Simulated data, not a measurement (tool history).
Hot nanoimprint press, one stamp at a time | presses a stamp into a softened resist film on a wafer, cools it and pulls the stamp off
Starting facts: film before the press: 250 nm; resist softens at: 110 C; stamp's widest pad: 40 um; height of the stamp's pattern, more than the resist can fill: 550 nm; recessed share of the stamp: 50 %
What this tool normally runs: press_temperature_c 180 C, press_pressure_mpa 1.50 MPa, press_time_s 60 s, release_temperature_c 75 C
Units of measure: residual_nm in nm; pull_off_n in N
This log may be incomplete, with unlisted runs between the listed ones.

run,day,press_temperature_c,press_pressure_mpa,press_time_s,release_temperature_c,residual_nm,pull_off_n
1,0.000,180,1.50,60,75,94.8,236
2,0.567,180,1.50,60,75,97.5,223
3,1.108,180,1.50,108,75,79.3,226
4,1.562,180,1.50,108,75,79.4,222
5,2.088,180,1.50,108,73,79.4,233
6,2.500,180,1.50,60,75,96.4,232
7,2.875,190,1.50,60,75,62.4,222
8,3.354,185,1.50,60,75,76.4,230
9,3.617,185,1.50,60,75,76.1,223
10,3.954,180,1.85,60,75,85.7,229
11,4.567,180,1.50,49,75,103.5,228
12,4.842,180,1.50,49,75,103.1,224
13,5.438,180,1.50,49,75,104.3,236
14,5.900,180,1.50,49,75,105.5,230
15,6.383,180,1.40,51,75,107.3,237
16,6.662,180,1.40,51,75,106.7,226
17,6.996,179,1.20,60,75,117.3,237
18,7.529,179,1.20,60,75,116.1,229
19,7.821,184,1.66,60,75,75.1,229
20,8.200,184,1.11,38,75,112.2,233
21,8.729,183,1.26,60,75,92.3,233
22,9.100,168,2.33,119,72,111.6,244
# day 9.671: stamp cleaned and given a new release coat
23,9.771,191,1.77,48,79,57.1,223
24,10.300,192,1.50,98,75,47.0,235

What if the next run were any one of these 4? Each begins from the tool's condition after run 24:
A,10.554,192,2.14,98,77,?,?
B,10.554,192,1.50,98,66,?,?
C,10.554,192,1.50,55,75,?,?
D,10.554,176,1.55,60,75,?,?

run,residual_nm,pull_off_n
A,37.5,228
B,47.1,250
C,58.0,237
D,115.8,235
Without the tool's hidden state the same runs would have given:
run,residual_nm,pull_off_n
A,37.4,228
B,47.1,250
C,57.9,237
D,115.5,235
